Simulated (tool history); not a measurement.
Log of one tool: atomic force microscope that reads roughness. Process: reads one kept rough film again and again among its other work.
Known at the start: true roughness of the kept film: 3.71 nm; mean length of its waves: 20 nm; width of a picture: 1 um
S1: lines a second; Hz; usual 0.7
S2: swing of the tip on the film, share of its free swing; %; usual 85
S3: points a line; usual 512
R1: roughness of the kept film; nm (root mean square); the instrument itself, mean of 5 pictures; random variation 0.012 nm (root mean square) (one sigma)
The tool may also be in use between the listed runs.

| run | day | S1 | S2 | S3 | R1 |
|---|---|---|---|---|---|
| 1 | 0 | 0.7 | 85 | 512 | 2.341 |
|  | 0.075 | new tip fitted |
| 2 | 0.438 | 0.7 | 85 | 278 | 2.773 |
| 3 | 0.738 | 0.7 | 85 | 512 | 2.788 |
| 4 | 1.267 | 0.7 | 85 | 310 | 2.713 |
| 5 | 1.65 | 0.7 | 85 | 310 | 2.646 |
| 6 | 2.229 | 0.7 | 85 | 310 | 2.59 |
| 7 | 2.688 | 0.7 | 85 | 310 | 2.556 |
| 8 | 3.225 | 0.7 | 85 | 310 | 2.489 |
| 9 | 3.771 | 0.7 | 85 | 310 | 2.452 |
| 10 | 4.283 | 0.7 | 85 | 512 | 2.438 |
| 11 | 4.642 | 0.7 | 85 | 512 | 2.397 |
| 12 | 5.112 | 0.7 | 85 | 512 | 2.375 |
|  | 5.7 | new tip fitted |
| 13 | 5.708 | 2.786 | 85 | 512 | 2.381 |
| 14 | 6.242 | 2.786 | 85 | 512 | 2.31 |
| 15 | 6.775 | 2.786 | 85 | 512 | 2.266 |
| 16 | 7.033 | 2.786 | 85 | 512 | 2.243 |
| 17 | 7.45 | 2.786 | 85 | 512 | 2.209 |
| 18 | 7.9 | 2.786 | 85 | 512 | 2.172 |
| 19 | 8.171 | 2.786 | 85 | 512 | 2.138 |
| 20 | 8.746 | 0.7 | 67 | 512 | 2.645 |
| 21 | 9.017 | 0.7 | 67 | 512 | 2.582 |
| 22 | 9.329 | 0.7 | 67 | 512 | 2.571 |
| 23 | 9.742 | 0.7 | 67 | 512 | 2.51 |
| 24 | 10.075 | 0.7 | 85 | 512 | 2.399 |
| 25 | 10.392 | 0.7 | 85 | 374 | 2.357 |
| 26 | 10.85 | 1.332 | 83 | 374 | 2.199 |
| 27 | 11.171 | 2.143 | 85 | 328 | 1.993 |
|  | 11.312 | new tip fitted |
| 28 | 11.783 | 1.827 | 85 | 427 | 2.535 |
| 29 | 12.062 | 1.827 | 85 | 427 | 2.52 |
| 30 | 12.342 | 0.7 | 85 | 655 | 2.781 |
| 31 | 12.583 | 0.7 | 85 | 655 | 2.749 |
| 32 | 12.883 | 0.7 | 85 | 655 | 2.705 |
| 33 | 13.325 | 0.7 | 85 | 655 | 2.676 |
| 34 | 13.571 | 0.7 | 85 | 655 | 2.628 |
| 35 | 14.162 | 3.653 | 85 | 795 | 1.984 |
| 36 | 14.712 | 2.133 | 62 | 602 | 2.545 |
| 37 | 14.975 | 0.7 | 85 | 393 | 2.474 |
| 38 | 15.254 | 0.7 | 62 | 476 | 2.592 |
| 39 | 15.825 | 0.7 | 62 | 476 | 2.521 |
| 40 | 16.379 | 0.7 | 62 | 278 | 2.429 |
| 41 | 16.846 | 1.172 | 85 | 558 | 2.224 |
|  | 16.958 | new tip fitted |
| 42 | 17.358 | 0.887 | 80 | 547 | 2.775 |
| 43 | 17.671 | 0.916 | 80 | 547 | 2.742 |
| 44 | 18.004 | 0.916 | 80 | 547 | 2.708 |
| 45 | 18.292 | 0.766 | 64 | 274 | 2.729 |
| 46 | 18.888 | 0.766 | 64 | 274 | 2.656 |
| 47 | 19.454 | 0.766 | 78 | 318 | 2.589 |
| 48 | 19.7 | 0.766 | 78 | 318 | 2.514 |
| 49 | 20.079 | 0.766 | 78 | 582 | 2.553 |
| 50 | 20.642 | 0.766 | 78 | 582 | 2.512 |

3 ways to go on from here, each from the tool as it stands after run 50. What would each give?
| A | 21.121 | 0.766 | 86 | 582 | ? |
| B | 21.121 | 3.89 | 85 | 279 | ? |
| C | 21.121 | 3.297 | 85 | 512 | ? |

| run | R1 |
|---|---|
| A | 2.393 |
| B | 1.8 |
| C | 1.939 |
Without the tool's hidden state the same runs would have given:
| run | R1 |
|---|---|
| A | 2.868 |
| B | 2.157 |
| C | 2.322 |
